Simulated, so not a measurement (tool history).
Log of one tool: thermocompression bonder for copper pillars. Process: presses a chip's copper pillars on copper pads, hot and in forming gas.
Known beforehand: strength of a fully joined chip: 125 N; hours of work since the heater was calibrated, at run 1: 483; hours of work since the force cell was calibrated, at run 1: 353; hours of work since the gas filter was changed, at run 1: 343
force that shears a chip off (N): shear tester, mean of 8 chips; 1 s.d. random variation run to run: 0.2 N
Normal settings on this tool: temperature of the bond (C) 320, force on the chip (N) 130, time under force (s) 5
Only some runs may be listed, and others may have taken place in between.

run   hour  temperature of the bond (C)  force on the chip (N)  time under force (s)  hours of work since the heater was calibrated  hours of work since the force cell was calibrated  hours of work since the gas filter was changed  force that shears a chip off (N)
  1      0                          320                    130                     5                                            483                                                353                                             343                                53
       3.1  -- forming gas filter changed
  2    5.7                          320                    130                     5                                            486                                                357                                               2                              52.7
  3   11.5                          320                    130                     5                                            491                                                361                                               6                              52.7
  4   18.5                          320                    130                     5                                            495                                                365                                              11                              52.9
  5   27.9                          320                    130                     7                                            502                                                372                                              17                              59.5
  6   34.8                          320                    130                     3                                            507                                                377                                              22                              43.2
  7   44.4                          320                    130                     5                                            514                                                384                                              29                              52.4
  8     57                          320                    130                     5                                            522                                                392                                              38                              52.6
  9   68.1                          306                    130                     5                                            530                                                400                                              45                              45.9
 10   75.5                          329                    130                     5                                            535                                                405                                              51                              56.3
 11   83.5                          298                    162                     3                                            541                                                411                                              56                              43.6
 12   91.2                          298                    162                     3                                            546                                                416                                              62                              43.4
 13  103.1                          298                    162                     3                                            555                                                425                                              70                              43.5
 14  113.9                          298                    162                     3                                            562                                                432                                              77                              43.5

Branching from run 14: 4 alternative next runs. What would each branch give?
  A  126.3                          342                    141                     5                                            571                                                441                                              86                                 ?
  B  126.3                          342                    146                     3                                            571                                                441                                              86                                 ?
  C  126.3                          348                    130                     5                                            571                                                441                                              86                                 ?
  D  126.3                          313                    166                    10                                            571                                                441                                              86                                 ?

run  force that shears a chip off (N)
  A                              66.8
  B                              57.4
  C                              64.8
  D                              77.1
Stripped of hidden state, with their random variation kept, the same runs would have yielded:
run  force that shears a chip off (N)
  A                              67.5
  B                              58.1
  C                              65.5
  D                                78

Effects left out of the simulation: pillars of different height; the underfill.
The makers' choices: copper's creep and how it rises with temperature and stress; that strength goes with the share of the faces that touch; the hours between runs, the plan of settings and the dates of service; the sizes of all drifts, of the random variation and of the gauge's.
